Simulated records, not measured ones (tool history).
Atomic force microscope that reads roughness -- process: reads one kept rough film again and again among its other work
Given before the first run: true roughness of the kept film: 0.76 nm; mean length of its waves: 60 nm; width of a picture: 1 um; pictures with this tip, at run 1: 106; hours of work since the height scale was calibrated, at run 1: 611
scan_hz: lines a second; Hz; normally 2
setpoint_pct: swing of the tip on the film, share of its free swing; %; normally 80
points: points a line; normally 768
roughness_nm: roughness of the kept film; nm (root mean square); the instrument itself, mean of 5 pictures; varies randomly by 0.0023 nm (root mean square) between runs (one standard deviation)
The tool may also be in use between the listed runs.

run    hour  scan_hz  setpoint_pct  points  pictures with this tip  hours of work since the height scale was calibrated  roughness_nm
  1       0        2            80     768                     106                                                  611         0.596
  2    20.9        2            80     768                     141                                                  623         0.591
       30.8  -- new tip fitted
  3    57.7        2            80     768                      46                                                  644         0.608
  4    86.6        2            80     563                      94                                                  661         0.598
  5   109.1        2            87     768                     133                                                  674         0.551
      124.5  -- new tip fitted
  6   138.2        2            80     627                      23                                                  690          0.61
  7   163.1        2            80     627                      65                                                  704         0.605
  8   197.9        2            80     627                     124                                                  724           0.6
  9   213.6        2            80     627                     150                                                  733         0.589
      219.8  -- new tip fitted
 10   244.3        2            80     627                      41                                                  751         0.608
 11     280     1.11            80     768                     101                                                  771         0.651
 12   311.1     1.11            80     768                     154                                                  789         0.646
      314.8  -- new tip fitted
 13     331        2            80     977                      28                                                  800         0.607
 14   360.4        2            80     768                      77                                                  817         0.599
 15   390.9        2            80     768                     129                                                  835         0.596
      408.1  -- new tip fitted
 16   416.1        2            80     768                      13                                                  849         0.607
 17   453.8        2            80     768                      77                                                  871         0.597
 18   477.2        2            80     768                     117                                                  884         0.594
      502.7  -- new tip fitted
 19   506.8        2            80     768                       7                                                  901         0.608
 20   544.5        2            80     768                      70                                                  923         0.599
 21   568.6        2            80     768                     111                                                  936         0.595
 22   593.4        2            80     768                     153                                                  951          0.59
      597.1  -- new tip fitted
 23   631.3        2            80     768                      58                                                  972         0.603
 24   648.9        2            80     389                      88                                                  982         0.599
 25   665.8        2            80     768                     116                                                  992         0.593
      691.2  -- new tip fitted
 26     700        2            80     768                      14                                                 1011          0.61
 27   736.5        2            80     768                      76                                                 1032         0.596
 28   770.8     2.57            80     768                     134                                                 1052         0.566
      786.2  -- new tip fitted
 29   798.7        2            62     281                      21                                                 1068         0.683
 30   816.3        2            79     863                      51                                                 1078         0.608
 31     841        2            79     863                      93                                                 1092         0.602
 32     858        2            79     863                     121                                                 1102         0.602
 33   877.3     0.64            83     768                     154                                                 1113         0.673
      880.1  -- new tip fitted
 34   901.5     0.64            83     768                      36                                                 1127         0.683
 35   926.2     0.64            83     768                      78                                                 1141         0.677
 36   952.2     0.64            83     614                     122                                                 1156         0.667
      974.5  -- new tip fitted
 37   979.7     3.22            65     686                       9                                                 1171         0.639
 38  1003.5      0.5            65     686                      49                                                 1185          0.72
 39  1035.2        2            80     652                     103                                                 1203         0.596
 40  1052.2        2            80     652                     132                                                 1213         0.593
       1069  -- new tip fitted
 41  1081.7        2            80     652                      22                                                 1230         0.605
 42  1109.1     2.91            78     642                      68                                                 1246         0.561
 43  1140.4     2.91            78     642                     121                                                 1264          0.56
     1164.3  -- new tip fitted
 44  1179.3     2.99            80     430                      26                                                 1286         0.553
 45  1215.7     2.99            80     430                      87                                                 1307         0.546
 46  1242.7     0.58            80     335                     133                                                 1322         0.679
     1260.1  -- new tip fitted
 47  1260.9     0.58            80     335                       1                                                 1332         0.697
 48  1299.6     0.58            80     335                      67                                                 1355         0.686
 49  1324.4     2.67            80     448                     109                                                 1369         0.561
 50  1348.2     2.45            80     768                     149                                                 1383         0.566
       1355  -- new tip fitted
 51  1366.4     2.47            59     768                      19                                                 1393         0.681

Describe how what the log doesn't record of the tool's condition differs between the last listed run preceding each entry between runs and the first listed run following it.
Run 2 -> run 3: new tip fitted (hour 30.8)
  radius of the tip, nm: 45.1 -> 20.8; height scale over the true one, %: -0.53 -> -0.55
  what was measured, less what the result would be without the hidden state, roughness_nm: -0.02 -> -0.009 nm (root mean square)
Run 5 -> run 6: new tip fitted (hour 124.5)
  radius of the tip, nm: 41.2 -> 15.1; height scale over the true one, %: -0.58 -> -0.59
  what was measured, less what the result would be without the hidden state, roughness_nm: -0.018 -> -0.006 nm (root mean square)
Run 9 -> run 10: new tip fitted (hour 219.8)
  radius of the tip, nm: 43.8 -> 19.1; height scale over the true one, %: -0.63 -> -0.64
  what was measured, less what the result would be without the hidden state, roughness_nm: -0.02 -> -0.008 nm (root mean square)
Run 12 -> run 13: new tip fitted (hour 314.8)
  radius of the tip, nm: 45.1 -> 17.5; height scale over the true one, %: -0.68 -> -0.69
  what was measured, less what the result would be without the hidden state, roughness_nm: -0.024 -> -0.008 nm (root mean square)
Run 15 -> run 16: new tip fitted (hour 408.1)
  radius of the tip, nm: 39.2 -> 14; height scale over the true one, %: -0.72 -> -0.73
  what was measured, less what the result would be without the hidden state, roughness_nm: -0.018 -> -0.006 nm (root mean square)
Run 18 -> run 19: new tip fitted (hour 502.7)
  radius of the tip, nm: 40.2 -> 11.6; height scale over the true one, %: -0.76 -> -0.78
  what was measured, less what the result would be without the hidden state, roughness_nm: -0.02 -> -0.006 nm (root mean square)
Run 22 -> run 23: new tip fitted (hour 597.1)
  radius of the tip, nm: 46 -> 24.4; height scale over the true one, %: -0.82 -> -0.84
  what was measured, less what the result would be without the hidden state, roughness_nm: -0.022 -> -0.012 nm (root mean square)
Run 25 -> run 26: new tip fitted (hour 691.2)
  radius of the tip, nm: 37.9 -> 13.2; height scale over the true one, %: -0.86 -> -0.88
  what was measured, less what the result would be without the hidden state, roughness_nm: -0.019 -> -0.007 nm (root mean square)
Run 28 -> run 29: new tip fitted (hour 786.2)
  radius of the tip, nm: 41.3 -> 15; height scale over the true one, %: -0.91 -> -0.93
  what was measured, less what the result would be without the hidden state, roughness_nm: -0.02 -> -0.01 nm (root mean square)
Run 33 -> run 34: new tip fitted (hour 880.1)
  radius of the tip, nm: 45.3 -> 18.8; height scale over the true one, %: -0.97 -> -0.98
  what was measured, less what the result would be without the hidden state, roughness_nm: -0.026 -> -0.011 nm (root mean square)
Run 36 -> run 37: new tip fitted (hour 974.5)
  radius of the tip, nm: 38.8 -> 12.3; height scale over the true one, %: -1.01 -> -1.02
  what was measured, less what the result would be without the hidden state, roughness_nm: -0.023 -> -0.008 nm (root mean square)
Run 40 -> run 41: new tip fitted (hour 1069)
  radius of the tip, nm: 41.5 -> 16.3; height scale over the true one, %: -1.06 -> -1.07
  what was measured, less what the result would be without the hidden state, roughness_nm: -0.022 -> -0.009 nm (root mean square)
Run 43 -> run 44: new tip fitted (hour 1164.3)
  radius of the tip, nm: 39.8 -> 15.2; height scale over the true one, %: -1.1 -> -1.12
  what was measured, less what the result would be without the hidden state, roughness_nm: -0.02 -> -0.009 nm (root mean square)
Run 46 -> run 47: new tip fitted (hour 1260.1)
  radius of the tip, nm: 40.3 -> 10.3; height scale over the true one, %: -1.15 -> -1.16
  what was measured, less what the result would be without the hidden state, roughness_nm: -0.025 -> -0.008 nm (root mean square)
Run 50 -> run 51: new tip fitted (hour 1355)
  radius of the tip, nm: 44 -> 14; height scale over the true one, %: -1.21 -> -1.22
  what was measured, less what the result would be without the hidden state, roughness_nm: -0.023 -> -0.011 nm (root mean square)

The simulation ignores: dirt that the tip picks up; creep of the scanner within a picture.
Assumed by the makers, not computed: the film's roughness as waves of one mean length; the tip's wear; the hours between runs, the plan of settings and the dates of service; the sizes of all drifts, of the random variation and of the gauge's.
